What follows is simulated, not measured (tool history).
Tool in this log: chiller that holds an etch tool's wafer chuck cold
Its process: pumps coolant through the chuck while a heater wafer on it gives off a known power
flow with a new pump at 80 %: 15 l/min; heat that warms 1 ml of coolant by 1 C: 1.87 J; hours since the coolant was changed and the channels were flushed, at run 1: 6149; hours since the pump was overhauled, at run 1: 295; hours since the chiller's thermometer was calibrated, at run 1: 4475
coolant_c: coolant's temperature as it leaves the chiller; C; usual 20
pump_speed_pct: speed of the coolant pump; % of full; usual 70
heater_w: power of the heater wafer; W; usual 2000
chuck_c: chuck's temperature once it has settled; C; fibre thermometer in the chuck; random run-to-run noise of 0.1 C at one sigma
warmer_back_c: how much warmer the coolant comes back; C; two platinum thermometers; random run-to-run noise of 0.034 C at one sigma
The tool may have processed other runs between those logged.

run,hour,coolant_c,pump_speed_pct,heater_w,hours since the coolant was changed and the channels were flushed,hours since the pump was overhauled,hours since the chiller's thermometer was calibrated,chuck_c,warmer_back_c
1,0,20,70,2000,6149,295,4475,33,4.96
2,182.3,20,79,2000,6331,477,4658,31.5,4.39
3,349.9,20,79,2000,6499,645,4825,31.5,4.44
4,529.4,20,80,2000,6678,824,5005,31.4,4.37
# hour 582.8: chiller's thermometer calibrated
5,648.2,30,80,2000,6796,942,65,41.4,4.39
6,832.5,30,80,2000,6980,1126,250,41.4,4.45
7,958,30,80,2000,7106,1252,375,41.6,4.44
8,1077.8,30,80,2000,7226,1372,495,41.4,4.49
9,1182.9,16,66,1762,7331,1477,600,27.9,4.86
10,1269.7,29,66,2457,7417,1563,687,45.4,6.78
11,1364,20,70,1000,7512,1658,781,26.3,2.65

Forecast each of these 5 alternatives for the next run:
A,1476.1,20,93,1000,7624,1770,893,?,?
B,1476.1,11,70,1000,7624,1770,893,?,?
C,1476.1,20,71,1000,7624,1770,893,?,?
D,1476.1,20,89,1000,7624,1770,893,?,?
E,1476.1,13,70,2000,7624,1770,893,?,?

run,chuck_c,warmer_back_c
A,25,2.1
B,17.3,2.73
C,26.5,2.68
D,25.3,2.08
E,25.8,5.21
With no hidden state in the tool, these same runs would have given:
run,chuck_c,warmer_back_c
A,25,1.86
B,17.3,2.49
C,26.4,2.44
D,25.3,1.84
E,25.8,4.97
